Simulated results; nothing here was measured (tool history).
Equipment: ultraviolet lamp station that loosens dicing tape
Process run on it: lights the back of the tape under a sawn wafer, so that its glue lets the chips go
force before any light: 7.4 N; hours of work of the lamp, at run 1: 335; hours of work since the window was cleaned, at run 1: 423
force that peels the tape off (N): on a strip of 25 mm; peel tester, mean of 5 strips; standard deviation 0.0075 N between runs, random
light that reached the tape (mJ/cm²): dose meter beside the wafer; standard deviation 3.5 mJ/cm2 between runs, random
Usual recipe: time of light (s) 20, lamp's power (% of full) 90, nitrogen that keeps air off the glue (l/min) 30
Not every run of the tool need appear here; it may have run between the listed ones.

run    hour  time of light (s)  lamp's power (% of full)  nitrogen that keeps air off the glue (l/min)  hours of work of the lamp  hours of work since the window was cleaned  force that peels the tape off (N)  light that reached the tape (mJ/cm²)
  1       0                 20                        90                                            30                        335                                         423                              0.448                                   443
  2    29.6                 20                        90                                            30                        351                                         439                              0.484                                   436
  3      64                 20                        90                                            30                        370                                         458                              0.502                                   432
  4   100.3                 20                        90                                            34                        389                                         477                              0.497                                   420
  5   138.5                 20                        90                                            34                        410                                         498                              0.495                                   414
  6   172.1                 20                        68                                            30                        428                                         516                              0.932                                   306
  7   207.9                 20                        90                                            30                        448                                         536                              0.565                                   402
  8   233.9                 20                        90                                            30                        462                                         550                              0.604                                   398
  9   258.1                 20                        90                                            30                        475                                         563                              0.615                                   392
 10   277.8                 20                        90                                            30                        486                                         573                              0.631                                   387
 11   313.7                 20                        90                                            30                        505                                         593                              0.623                                   378
 12   346.1                 20                        90                                            30                        523                                         610                              0.679                                   382
 13   379.2                 20                        90                                            30                        540                                         628                               0.66                                   368
 14   407.3                 20                        69                                            30                        556                                         644                              1.165                                   279
        434  -- window cleaned of glue's vapour
 15   439.2                 13                        90                                            30                        573                                           3                               1.35                                   254
 16   456.1                 13                        90                                            30                        582                                          12                              1.367                                   248
 17   487.6                 13                        90                                            30                        599                                          29                              1.414                                   248
 18   518.4                 20                        90                                            30                        615                                          46                              0.673                                   372
 19   537.1                 20                        90                                            30                        626                                          56                              0.658                                   369
 20   575.7                 20                        90                                            30                        646                                          77                              0.729                                   361
 21   608.5                 20                        90                                            30                        664                                          94                              0.746                                   356
 22   640.4                 20                        90                                            30                        682                                         112                              0.755                                   346
 23   678.9                 20                        70                                            36                        702                                         133                              1.116                                   262
 24   705.9                 20                        74                                            11                        717                                         147                               1.98                                   273
 25   735.2                 20                        74                                            11                        733                                         163                              2.076                                   275
 26   751.9                 20                        70                                            12                        742                                         172                              2.209                                   251
 27     773                 20                        70                                            12                        753                                         184                              2.223                                   247
      787.5  -- lamp changed
 28   797.4                 12                        96                                            38                          5                                         196                              0.635                                   362
 29   834.3                 12                        96                                            38                         25                                         216                              0.631                                   348
 30   867.1                 11                        66                                            42                         43                                         234                              1.409                                   219
 31   888.9                 20                        74                                            30                         55                                         246                              0.483                                   438
 32   916.8                 10                        77                                            58                         70                                         261                              1.157                                   227
 33   950.8                 10                        77                                            58                         88                                         279                              1.225                                   225
 34   974.8                 21                        71                                            21                        101                                         292                              0.645                                   432
 35     993                 21                        71                                            21                        111                                         302                              0.649                                   429
 36  1010.2                 30                        90                                            30                        121                                         311                              0.198                                   771
 37  1029.9                 30                        90                                            30                        131                                         322                              0.199                                   764
 38  1064.3                 30                        90                                            30                        150                                         341                              0.209                                   759
 39  1082.4                 20                        90                                            59                        160                                         351                              0.268                                   495
 40  1113.9                 20                        94                                            18                        177                                         368                              0.499                                   514
 41  1129.6                 20                        94                                            18                        185                                         376                              0.487                                   511
 42  1150.4                 20                        94                                            18                        196                                         387                              0.504                                   506

Forecast each of these 3 alternatives for the next run:
  A  1181.6                 20                        87                                            30                        213                                         404                                  ?                                     ?
  B  1181.6                 20                        90                                            13                        213                                         404                                  ?                                     ?
  C  1181.6                 31                        90                                            30                        213                                         404                                  ?                                     ?

run  force that peels the tape off (N)  light that reached the tape (mJ/cm²)
  A                              0.427                                   462
  B                              0.733                                   485
  C                               0.21                                   742
The same runs, with their run-to-run variation unchanged, on a tool lacking any hidden condition would have given:
run  force that peels the tape off (N)  light that reached the tape (mJ/cm²)
  A                              0.293                                   563
  B                              0.493                                   591
  C                              0.186                                   905
